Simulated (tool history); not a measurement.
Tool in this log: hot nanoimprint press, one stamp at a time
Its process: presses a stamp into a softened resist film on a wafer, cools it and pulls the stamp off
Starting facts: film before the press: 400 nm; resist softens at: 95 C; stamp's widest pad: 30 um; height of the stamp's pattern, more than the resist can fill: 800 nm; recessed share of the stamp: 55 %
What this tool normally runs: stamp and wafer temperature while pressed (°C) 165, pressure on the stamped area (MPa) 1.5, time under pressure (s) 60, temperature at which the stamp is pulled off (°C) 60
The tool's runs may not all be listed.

run,hour,stamp and wafer temperature while pressed (°C),pressure on the stamped area (MPa),time under pressure (s),temperature at which the stamp is pulled off (°C),resist left under the stamp's widest pad (Å),greatest force while the stamp is pulled off (N)
1,0,165,1.5,60,60,1701,128
2,11.1,165,1.5,60,60,1689,128
3,19.4,165,1.5,60,62,1709,137
# hour 28.1: plate thermocouple calibrated
4,34.3,165,1.5,60,62,1558,124
5,43.8,165,1.5,60,62,1557,125
6,49.6,165,1.5,60,62,1564,130
7,59.3,165,1.5,60,62,1564,124
8,66.6,165,1.5,60,62,1568,126
9,74.6,165,1.5,60,62,1573,138
10,87.1,165,1.5,60,62,1563,132
11,96,165,1.5,60,60,1565,135
12,105.7,165,1.5,60,48,1588,153
13,112.6,165,1.5,60,60,1578,129
14,120,165,1.5,60,60,1570,134
15,129.7,165,1.5,60,60,1573,138
16,136.6,163,1.5,60,60,1771,132
17,145.8,163,1.5,60,60,1773,138
18,154.7,155,1.5,36,60,3038,136
19,163.1,157,1.5,31,60,2916,135
20,173.3,164,1.5,67,60,1601,136
21,186,164,1.5,67,60,1584,135
22,196.8,164,1.5,67,60,1602,135
23,204.5,168,1.5,64,60,1309,140
24,214.2,177,0.98,43,46,1182,167
25,224.1,170,1.5,79,60,1071,139

For run 26, what comes out?
26,232.9,165,1.5,60,46,?,?

resist left under the stamp's widest pad (Å): 1592
greatest force while the stamp is pulled off (N): 161
Were there no unlogged condition in the tool, this run, its random variation unchanged, would have produced resist left under the stamp's widest pad (Å) 1532, greatest force while the stamp is pulled off (N) 133.

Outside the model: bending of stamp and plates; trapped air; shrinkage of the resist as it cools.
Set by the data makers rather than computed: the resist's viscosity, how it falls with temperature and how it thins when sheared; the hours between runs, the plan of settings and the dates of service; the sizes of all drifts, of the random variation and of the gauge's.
